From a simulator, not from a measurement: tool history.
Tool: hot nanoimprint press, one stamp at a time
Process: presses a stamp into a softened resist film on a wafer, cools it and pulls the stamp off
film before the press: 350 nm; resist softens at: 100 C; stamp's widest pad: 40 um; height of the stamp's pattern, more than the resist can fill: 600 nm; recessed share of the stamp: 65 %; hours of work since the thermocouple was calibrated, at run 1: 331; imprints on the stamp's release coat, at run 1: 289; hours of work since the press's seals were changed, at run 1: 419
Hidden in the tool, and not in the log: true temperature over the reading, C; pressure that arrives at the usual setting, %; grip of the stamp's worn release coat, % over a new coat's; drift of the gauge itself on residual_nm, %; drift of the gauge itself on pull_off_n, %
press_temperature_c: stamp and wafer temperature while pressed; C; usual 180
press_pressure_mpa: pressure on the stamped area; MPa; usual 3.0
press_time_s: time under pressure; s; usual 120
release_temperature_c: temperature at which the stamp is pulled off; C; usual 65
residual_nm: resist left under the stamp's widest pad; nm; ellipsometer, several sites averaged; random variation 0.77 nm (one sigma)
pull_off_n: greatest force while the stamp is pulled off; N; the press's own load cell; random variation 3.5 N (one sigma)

| run | day | press_temperature_c | press_pressure_mpa | press_time_s | release_temperature_c | hours of work since the thermocouple was calibrated | imprints on the stamp's release coat | hours of work since the press's seals were changed | residual_nm | pull_off_n |
|---|---|---|---|---|---|---|---|---|---|---|
| 1 | 0.000 | 180 | 3.0 | 120 | 65 | 331 | 289 | 419 | 160.4 | 182 |
| 2 | 1.271 | 180 | 2.9 | 120 | 65 | 353 | 456 | 441 | 161.9 | 194 |
| 3 | 1.854 | 180 | 2.9 | 120 | 65 | 363 | 532 | 451 | 162.3 | 197 |
| 4 | 2.371 | 180 | 3.0 | 120 | 65 | 372 | 600 | 460 | 160.0 | 191 |
| 5 | 3.092 | 180 | 3.0 | 120 | 65 | 385 | 695 | 472 | 160.4 | 207 |
| 6 | 4.308 | 180 | 3.0 | 120 | 65 | 406 | 855 | 493 | 160.5 | 212 |
|  | 5.104 | stamp cleaned and given a new release coat |
| 7 | 5.700 | 180 | 3.0 | 120 | 65 | 425 | 78 | 513 | 160.4 | 172 |
| 8 | 6.858 | 175 | 3.0 | 120 | 65 | 445 | 230 | 533 | 182.3 | 175 |
|  | 7.725 | plate thermocouple calibrated |
| 9 | 7.912 | 175 | 3.0 | 120 | 65 | 3 | 352 | 549 | 181.1 | 188 |
| 10 | 9.033 | 175 | 3.0 | 120 | 65 | 23 | 499 | 569 | 180.8 | 186 |
| 11 | 9.725 | 175 | 3.0 | 120 | 65 | 35 | 589 | 581 | 181.6 | 200 |
|  | 10.371 | plate thermocouple calibrated, once more |
| 12 | 10.396 | 180 | 3.0 | 188 | 65 | 0 | 661 | 590 | 140.8 | 206 |
| 13 | 11.458 | 180 | 3.0 | 105 | 65 | 19 | 801 | 608 | 173.3 | 205 |
| 14 | 12.342 | 180 | 3.0 | 105 | 65 | 34 | 916 | 624 | 172.3 | 215 |

The next listed run, before its measurement:
|  | 12.650 | stamp cleaned and given a new release coat |
| 15 | 13.388 | 180 | 3.0 | 90 | 63 | 48 | 97 | 637 | ? | ? |

residual_nm: 181.7 nm
pull_off_n: 177 N
Without the tool's hidden state the same run would have given residual_nm 181.4 nm, pull_off_n 172 N.
